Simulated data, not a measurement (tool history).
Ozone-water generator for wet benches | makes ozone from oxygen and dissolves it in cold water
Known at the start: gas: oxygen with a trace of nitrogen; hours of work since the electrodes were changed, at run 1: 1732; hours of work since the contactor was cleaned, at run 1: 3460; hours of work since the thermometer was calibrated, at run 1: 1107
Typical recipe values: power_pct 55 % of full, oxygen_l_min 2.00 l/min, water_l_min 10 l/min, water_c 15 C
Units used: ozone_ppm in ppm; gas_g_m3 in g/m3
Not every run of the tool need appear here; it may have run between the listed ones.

run	hour	power_pct	oxygen_l_min	water_l_min	water_c	hours of work since the electrodes were changed	hours of work since the contactor was cleaned	hours of work since the thermometer was calibrated	ozone_ppm	gas_g_m3
1	0.0	55	2.00	10	15	1732	3460	1107	12.4	142.5
2	92.0	55	2.00	10	15	1819	3547	1194	12.4	142.1
3	135.8	55	2.00	10	15	1860	3588	1235	12.3	141.4
4	202.6	55	2.00	12	15	1924	3651	1298	9.9	144.2
5	302.2	55	2.00	12	15	2018	3745	1392	9.6	141.3
6	365.2	55	2.00	12	15	2077	3805	1452	9.7	140.8
7	424.6	55	2.00	12	15	2133	3861	1508	10.0	140.8
# hour 467.2: contactor cleaned
8	492.0	55	2.00	12	15	2193	23	1568	9.6	141.6
9	565.3	55	2.00	10	15	2262	93	1637	11.6	141.5
10	649.7	55	2.00	10	15	2342	172	1716	11.7	140.4
11	733.5	55	2.00	10	15	2421	251	1796	11.7	140.1
# hour 831.3: contactor cleaned, once more
12	834.5	55	2.00	10	22	2513	3	1887	11.2	138.3
13	931.2	55	2.00	10	22	2604	94	1978	11.3	139.1
14	978.5	66	1.23	12	8	2649	139	2023	12.0	224.3
15	1063.2	66	1.23	12	8	2729	219	2103	11.7	221.8
16	1116.2	40	1.38	10	10	2779	269	2153	9.9	137.4
17	1175.3	40	1.38	10	10	2834	325	2209	9.7	137.2
18	1242.1	40	1.38	10	10	2898	388	2272	9.9	137.7
19	1285.2	40	1.38	10	10	2938	429	2313	9.7	137.3
20	1375.9	47	1.98	14	12	3024	514	2398	7.4	121.2
21	1438.0	47	1.98	14	12	3083	573	2457	7.5	122.9
22	1506.1	47	1.98	14	12	3147	637	2521	7.4	121.9
23	1589.2	47	1.23	14	16	3225	716	2600	6.8	169.2
24	1650.4	47	1.23	15	8	3283	774	2658	6.5	166.9
25	1728.7	55	2.00	11	13	3357	847	2732	11.0	136.6

Subtracting, for every run, the result it would have given without the tool's unlogged condition from the measured result gives the following. The same run-to-run variation enters both numbers; the gauge's scatter may not:
Unlogged tool condition in this case: yield of the discharge, % of new electrodes'; contactor's efficiency, % of a clean one's; true water temperature over the reading, C; drift of the gauge itself on ozone_ppm, %; drift of the gauge itself on gas_g_m3, %.
run	ozone_ppm	gas_g_m3
1	-1.1	-7.5
2	-1.2	-7.9
3	-1.2	-7.9
4	-1.0	-8.4
5	-1.1	-8.6
6	-1.1	-8.8
7	-1.1	-9.1
8	-1.5	-9.5
9	-1.7	-9.8
10	-1.8	-10.1
11	-1.8	-10.3
12	-1.0	-10.7
13	-1.0	-11.1
14	-1.3	-21.9
15	-1.3	-22.4
16	-0.6	-7.5
17	-0.7	-7.7
18	-0.6	-7.8
19	-0.6	-8.0
20	-0.7	-9.3
21	-0.7	-9.5
22	-0.7	-9.7
23	-0.7	-13.8
24	-0.6	-13.7
25	-1.4	-14.0
